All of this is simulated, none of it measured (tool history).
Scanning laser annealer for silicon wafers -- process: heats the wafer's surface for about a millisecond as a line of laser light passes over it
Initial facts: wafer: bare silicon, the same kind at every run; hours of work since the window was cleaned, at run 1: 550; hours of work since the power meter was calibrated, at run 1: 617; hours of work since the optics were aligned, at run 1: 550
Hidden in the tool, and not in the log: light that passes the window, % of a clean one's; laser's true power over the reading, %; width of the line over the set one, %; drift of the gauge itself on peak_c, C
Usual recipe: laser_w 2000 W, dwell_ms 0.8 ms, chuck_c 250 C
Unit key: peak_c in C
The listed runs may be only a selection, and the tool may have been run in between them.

run	day	laser_w	dwell_ms	chuck_c	hours of work since the window was cleaned	hours of work since the power meter was calibrated	hours of work since the optics were aligned	peak_c
1	0	2000	0.8	250	550	617	550	978
2	0.592	2000	0.8	250	560	626	560	977
3	1.821	2000	0.8	250	580	647	580	977
4	3.033	2000	0.927	250	600	667	600	1039
5	3.771	2000	0.811	250	612	679	612	978
# day 4.033: optics aligned, line set to its width
6	4.975	2000	0.8	273	628	695	15	994
7	6.129	2000	0.8	273	647	714	34	991
8	6.783	2000	0.861	273	658	725	45	1020
9	7.333	2000	0.59	273	667	734	54	878
10	7.996	1724	0.915	273	678	745	65	916
11	8.929	1745	0.7	246	693	760	80	808
12	9.971	2110	0.622	275	710	777	97	935
13	10.783	2067	0.697	272	724	790	111	956
# day 11.846: optics aligned, line set to its width, once more
14	12.242	1788	0.654	280	744	811	6	846
15	13.067	1912	0.654	253	758	824	20	861
16	14.046	1912	0.654	253	774	840	36	863
17	14.671	2000	0.718	219	784	851	46	896
18	15.604	2000	0.718	219	799	866	62	898

Per-run results on a tool with no hidden state, each run keeping its own random variation:
run	peak_c
1	1023
2	1021
3	1023
4	1091
5	1027
6	1047
7	1045
8	1077
9	924
10	967
11	852
12	988
13	1013
14	884
15	903
16	906
17	945
18	948
